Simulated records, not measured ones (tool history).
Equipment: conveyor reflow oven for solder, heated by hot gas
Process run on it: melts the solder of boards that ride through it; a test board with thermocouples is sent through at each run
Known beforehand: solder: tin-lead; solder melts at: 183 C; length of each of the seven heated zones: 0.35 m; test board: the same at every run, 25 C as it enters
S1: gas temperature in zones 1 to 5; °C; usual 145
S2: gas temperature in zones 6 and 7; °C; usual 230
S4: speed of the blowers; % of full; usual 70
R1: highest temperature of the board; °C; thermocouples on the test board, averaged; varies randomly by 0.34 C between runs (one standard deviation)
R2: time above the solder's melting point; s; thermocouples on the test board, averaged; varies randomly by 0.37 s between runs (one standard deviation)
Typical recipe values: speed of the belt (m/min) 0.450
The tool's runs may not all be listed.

{"run": 1, "hour": 0.0, "S1": 145, "S2": 230, "speed of the belt (m/min)": 0.45, "S4": 70, "R1": 213.2, "R2": 69.6}
{"hour": 71.4, "done": "flux residue cleaned out of gas plates and filters"}
{"run": 2, "hour": 89.9, "S1": 145, "S2": 230, "speed of the belt (m/min)": 0.45, "S4": 70, "R1": 212.1, "R2": 68.6}
{"run": 3, "hour": 153.2, "S1": 145, "S2": 230, "speed of the belt (m/min)": 0.433, "S4": 70, "R1": 213.2, "R2": 72.9}
{"run": 4, "hour": 227.8, "S1": 145, "S2": 230, "speed of the belt (m/min)": 0.433, "S4": 70, "R1": 212.8, "R2": 72.2}
{"run": 5, "hour": 283.1, "S1": 145, "S2": 230, "speed of the belt (m/min)": 0.433, "S4": 70, "R1": 212.4, "R2": 72.1}
{"run": 6, "hour": 373.5, "S1": 145, "S2": 230, "speed of the belt (m/min)": 0.433, "S4": 70, "R1": 212.4, "R2": 70.8}
{"run": 7, "hour": 444.3, "S1": 145, "S2": 219, "speed of the belt (m/min)": 0.45, "S4": 70, "R1": 202.5, "R2": 54.6}
{"hour": 484.2, "done": "flux residue cleaned out of gas plates and filters, once more"}
{"run": 8, "hour": 523.9, "S1": 145, "S2": 219, "speed of the belt (m/min)": 0.45, "S4": 70, "R1": 204.1, "R2": 59.9}
{"run": 9, "hour": 567.2, "S1": 145, "S2": 219, "speed of the belt (m/min)": 0.45, "S4": 70, "R1": 204.3, "R2": 59.9}
{"run": 10, "hour": 646.8, "S1": 145, "S2": 230, "speed of the belt (m/min)": 0.45, "S4": 70, "R1": 212.9, "R2": 70.1}
{"run": 11, "hour": 724.3, "S1": 145, "S2": 230, "speed of the belt (m/min)": 0.45, "S4": 70, "R1": 213.0, "R2": 70.2}
{"run": 12, "hour": 813.5, "S1": 145, "S2": 230, "speed of the belt (m/min)": 0.45, "S4": 70, "R1": 212.8, "R2": 71.0}
{"run": 13, "hour": 905.2, "S1": 145, "S2": 230, "speed of the belt (m/min)": 0.45, "S4": 70, "R1": 212.0, "R2": 70.1}
{"run": 14, "hour": 964.3, "S1": 145, "S2": 230, "speed of the belt (m/min)": 0.45, "S4": 70, "R1": 211.8, "R2": 69.7}
{"hour": 991.3, "done": "belt drive overhauled, speed set with a stopwatch"}
{"run": 15, "hour": 1041.9, "S1": 145, "S2": 230, "speed of the belt (m/min)": 0.45, "S4": 70, "R1": 211.9, "R2": 67.6}
{"run": 16, "hour": 1132.3, "S1": 143, "S2": 228, "speed of the belt (m/min)": 0.535, "S4": 70, "R1": 204.1, "R2": 45.4}
{"hour": 1181.1, "done": "thermocouples of zones 6 and 7 changed"}
{"hour": 1193.0, "done": "flux residue cleaned out of gas plates and filters"}
{"run": 17, "hour": 1219.1, "S1": 145, "S2": 240, "speed of the belt (m/min)": 0.366, "S4": 81, "R1": 232.0, "R2": 104.1}
{"run": 18, "hour": 1316.0, "S1": 145, "S2": 230, "speed of the belt (m/min)": 0.424, "S4": 70, "R1": 217.4, "R2": 79.2}
{"run": 19, "hour": 1382.1, "S1": 145, "S2": 230, "speed of the belt (m/min)": 0.517, "S4": 56, "R1": 207.5, "R2": 52.8}
{"run": 20, "hour": 1473.6, "S1": 145, "S2": 230, "speed of the belt (m/min)": 0.41, "S4": 70, "R1": 217.2, "R2": 82.2}
{"run": 21, "hour": 1567.6, "S1": 156, "S2": 230, "speed of the belt (m/min)": 0.448, "S4": 70, "R1": 216.7, "R2": 79.5}
{"run": 22, "hour": 1644.2, "S1": 145, "S2": 230, "speed of the belt (m/min)": 0.45, "S4": 86, "R1": 217.4, "R2": 74.4}
{"run": 23, "hour": 1691.6, "S1": 145, "S2": 230, "speed of the belt (m/min)": 0.45, "S4": 86, "R1": 216.7, "R2": 73.5}
{"run": 24, "hour": 1773.0, "S1": 131, "S2": 230, "speed of the belt (m/min)": 0.45, "S4": 79, "R1": 212.5, "R2": 64.5}
{"run": 25, "hour": 1828.5, "S1": 145, "S2": 220, "speed of the belt (m/min)": 0.405, "S4": 53, "R1": 204.8, "R2": 65.8}
{"run": 26, "hour": 1868.1, "S1": 145, "S2": 224, "speed of the belt (m/min)": 0.464, "S4": 70, "R1": 207.7, "R2": 60.9}
{"hour": 1893.0, "done": "flux residue cleaned out of gas plates and filters"}
{"run": 27, "hour": 1920.3, "S1": 153, "S2": 221, "speed of the belt (m/min)": 0.436, "S4": 51, "R1": 205.2, "R2": 66.8}
{"run": 28, "hour": 1971.8, "S1": 153, "S2": 221, "speed of the belt (m/min)": 0.436, "S4": 51, "R1": 205.2, "R2": 66.7}
{"run": 29, "hour": 2034.8, "S1": 145, "S2": 240, "speed of the belt (m/min)": 0.412, "S4": 70, "R1": 225.1, "R2": 88.7}
{"run": 30, "hour": 2090.6, "S1": 145, "S2": 230, "speed of the belt (m/min)": 0.45, "S4": 84, "R1": 216.7, "R2": 74.1}

Here are 3 independent what-if runs from the current tool condition. What would each one return?
{"run": "A", "hour": 2176.8, "S1": 145, "S2": 230, "speed of the belt (m/min)": 0.45, "S4": 56, "R1": "?", "R2": "?"}
{"run": "B", "hour": 2176.8, "S1": 142, "S2": 236, "speed of the belt (m/min)": 0.45, "S4": 61, "R1": "?", "R2": "?"}
{"run": "C", "hour": 2176.8, "S1": 153, "S2": 230, "speed of the belt (m/min)": 0.45, "S4": 70, "R1": "?", "R2": "?"}

run=A R1=211.1 R2=66.8
run=B R1=217.1 R2=71.5
run=C R1=215.2 R2=77.2
What these runs would have given with no unlogged condition in the tool:
run=A R1=213.1 R2=68.4
run=B R1=219.2 R2=72.8
run=C R1=217.3 R2=78.3

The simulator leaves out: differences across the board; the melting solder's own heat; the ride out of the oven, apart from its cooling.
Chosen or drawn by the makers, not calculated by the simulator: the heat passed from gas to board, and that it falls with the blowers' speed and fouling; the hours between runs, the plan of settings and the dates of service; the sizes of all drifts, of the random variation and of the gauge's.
